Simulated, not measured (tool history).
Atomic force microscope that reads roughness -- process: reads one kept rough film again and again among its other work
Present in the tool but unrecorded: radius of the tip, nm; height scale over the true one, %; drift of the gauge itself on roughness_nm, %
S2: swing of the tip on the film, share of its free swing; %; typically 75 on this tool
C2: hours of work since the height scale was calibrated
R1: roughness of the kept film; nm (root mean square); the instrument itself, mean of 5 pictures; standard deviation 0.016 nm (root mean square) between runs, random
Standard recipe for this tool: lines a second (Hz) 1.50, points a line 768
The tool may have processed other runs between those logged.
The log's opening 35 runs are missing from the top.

run 36 hour=399.2 | lines_a_second_(Hz)=1.32 S2=85 points_a_line=570 | pictures_with_this_tip=302 C2=25 | R1=3.498
-- hour=403.4 new tip fitted
run 37 hour=413.4 | lines_a_second_(Hz)=4.00 S2=85 points_a_line=899 | pictures_with_this_tip=16 C2=33 | R1=3.325
run 38 hour=426.4 | lines_a_second_(Hz)=4.00 S2=85 points_a_line=899 | pictures_with_this_tip=36 C2=41 | R1=3.292
run 39 hour=435.8 | lines_a_second_(Hz)=4.00 S2=85 points_a_line=899 | pictures_with_this_tip=50 C2=47 | R1=3.281
run 40 hour=450.4 | lines_a_second_(Hz)=4.00 S2=85 points_a_line=951 | pictures_with_this_tip=73 C2=56 | R1=3.251
run 41 hour=463.8 | lines_a_second_(Hz)=4.00 S2=77 points_a_line=988 | pictures_with_this_tip=94 C2=64 | R1=3.485
run 42 hour=477.0 | lines_a_second_(Hz)=4.00 S2=77 points_a_line=988 | pictures_with_this_tip=114 C2=72 | R1=3.429
run 43 hour=485.7 | lines_a_second_(Hz)=1.50 S2=56 points_a_line=884 | pictures_with_this_tip=127 C2=77 | R1=3.947
run 44 hour=500.6 | lines_a_second_(Hz)=1.50 S2=77 points_a_line=504 | pictures_with_this_tip=150 C2=86 | R1=3.758
run 45 hour=507.2 | lines_a_second_(Hz)=1.50 S2=75 points_a_line=769 | pictures_with_this_tip=160 C2=90 | R1=3.751
run 46 hour=518.6 | lines_a_second_(Hz)=1.50 S2=75 points_a_line=769 | pictures_with_this_tip=178 C2=97 | R1=3.752
run 47 hour=531.8 | lines_a_second_(Hz)=1.50 S2=75 points_a_line=769 | pictures_with_this_tip=198 C2=105 | R1=3.730
run 48 hour=546.5 | lines_a_second_(Hz)=1.50 S2=56 points_a_line=769 | pictures_with_this_tip=221 C2=114 | R1=3.849
run 49 hour=556.2 | lines_a_second_(Hz)=1.50 S2=57 points_a_line=415 | pictures_with_this_tip=236 C2=120 | R1=3.806
run 50 hour=569.9 | lines_a_second_(Hz)=1.50 S2=57 points_a_line=768 | pictures_with_this_tip=257 C2=128 | R1=3.805
run 51 hour=583.0 | lines_a_second_(Hz)=1.50 S2=61 points_a_line=768 | pictures_with_this_tip=277 C2=136 | R1=3.736
run 52 hour=595.7 | lines_a_second_(Hz)=2.11 S2=67 points_a_line=341 | pictures_with_this_tip=297 C2=144 | R1=3.593
-- hour=602.7 new tip fitted
run 53 hour=602.8 | lines_a_second_(Hz)=2.44 S2=87 points_a_line=1018 | pictures_with_this_tip=0 C2=148 | R1=3.583

What does the tool deliver on the next run?
run 54 hour=617.4 | lines_a_second_(Hz)=1.08 S2=62 points_a_line=296 | pictures_with_this_tip=22 C2=157 | R1=?

R1: 4.081 nm (root mean square)
Without the tool's hidden state the same run would have given R1 4.131 nm (root mean square).
